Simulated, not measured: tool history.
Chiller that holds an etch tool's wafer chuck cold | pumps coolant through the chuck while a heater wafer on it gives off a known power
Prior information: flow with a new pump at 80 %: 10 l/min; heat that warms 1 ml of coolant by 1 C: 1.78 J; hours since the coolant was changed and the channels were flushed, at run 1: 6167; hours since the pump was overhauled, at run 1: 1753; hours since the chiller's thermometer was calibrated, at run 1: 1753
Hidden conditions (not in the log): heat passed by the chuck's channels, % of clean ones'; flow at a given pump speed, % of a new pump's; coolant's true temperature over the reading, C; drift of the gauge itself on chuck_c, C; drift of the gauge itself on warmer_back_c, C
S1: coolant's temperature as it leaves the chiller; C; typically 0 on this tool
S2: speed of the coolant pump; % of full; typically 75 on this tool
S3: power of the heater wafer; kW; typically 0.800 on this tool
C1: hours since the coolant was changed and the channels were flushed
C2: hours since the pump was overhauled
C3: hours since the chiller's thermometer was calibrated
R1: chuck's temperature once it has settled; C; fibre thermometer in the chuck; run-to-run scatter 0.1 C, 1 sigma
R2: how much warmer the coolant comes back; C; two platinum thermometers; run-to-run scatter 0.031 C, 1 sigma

run	hour	S1	S2	S3	C1	C2	C3	R1	R2
1	0.0	0	75	0.800	6167	1753	1753	6.8	2.95
2	29.9	0	75	0.800	6197	1783	1783	7.1	2.99
3	65.2	0	75	0.800	6232	1819	1819	7.1	2.98
4	94.2	0	75	0.800	6261	1848	1848	7.1	2.91
5	136.8	0	75	0.800	6304	1890	1890	7.0	2.98
6	180.3	0	75	0.800	6347	1934	1934	7.0	2.96
7	211.9	0	75	0.800	6379	1965	1965	7.0	2.91
8	258.0	0	75	0.800	6425	2011	2011	7.1	2.96
9	294.7	0	75	0.800	6462	2048	2048	7.1	2.98
# hour 304.6: coolant changed, channels flushed
10	334.2	0	75	0.800	30	2082	2082	6.1	2.92
11	378.5	0	75	0.800	74	2126	2126	6.2	2.93
12	417.8	0	85	0.800	113	2165	2165	5.5	2.60
13	455.4	0	75	0.800	151	2203	2203	6.1	2.93
14	490.2	0	75	0.800	186	2238	2238	6.2	2.99
15	530.0	0	75	0.800	225	2277	2277	6.3	3.01
16	557.6	0	91	0.800	253	2305	2305	5.5	2.42
17	587.3	0	91	0.800	283	2335	2335	5.3	2.42
18	625.9	-10	91	0.760	321	2373	2373	-4.7	2.23
19	663.5	-7	88	0.879	359	2411	2411	-1.0	2.76
20	707.8	6	92	0.800	403	2455	2455	11.5	2.37
21	742.9	-3	76	0.677	438	2490	2490	2.1	2.54
22	787.7	0	89	0.482	483	2535	2535	3.7	1.56
23	820.8	0	89	0.482	516	2568	2568	3.4	1.49
24	856.5	-3	75	0.800	552	2604	2604	3.0	2.95
25	888.1	-3	68	0.800	583	2635	2635	3.7	3.34
26	938.5	-7	60	0.611	634	2686	2686	-1.4	2.86
27	977.1	-4	77	0.471	672	2724	2724	-0.3	1.65
28	1005.3	-4	77	0.471	701	2753	2753	-0.4	1.65
29	1042.3	2	83	0.846	738	2790	2790	8.3	2.85
30	1068.0	4	73	0.449	763	2815	2815	7.7	1.74

The next listed run, before its measurement:
31	1094.9	4	73	0.449	790	2842	2842	?	?

R1: 7.9 C
R2: 1.80 C
The same run, on a tool lacking any hidden state, would have yielded R1 7.4 C, R2 1.74 C.

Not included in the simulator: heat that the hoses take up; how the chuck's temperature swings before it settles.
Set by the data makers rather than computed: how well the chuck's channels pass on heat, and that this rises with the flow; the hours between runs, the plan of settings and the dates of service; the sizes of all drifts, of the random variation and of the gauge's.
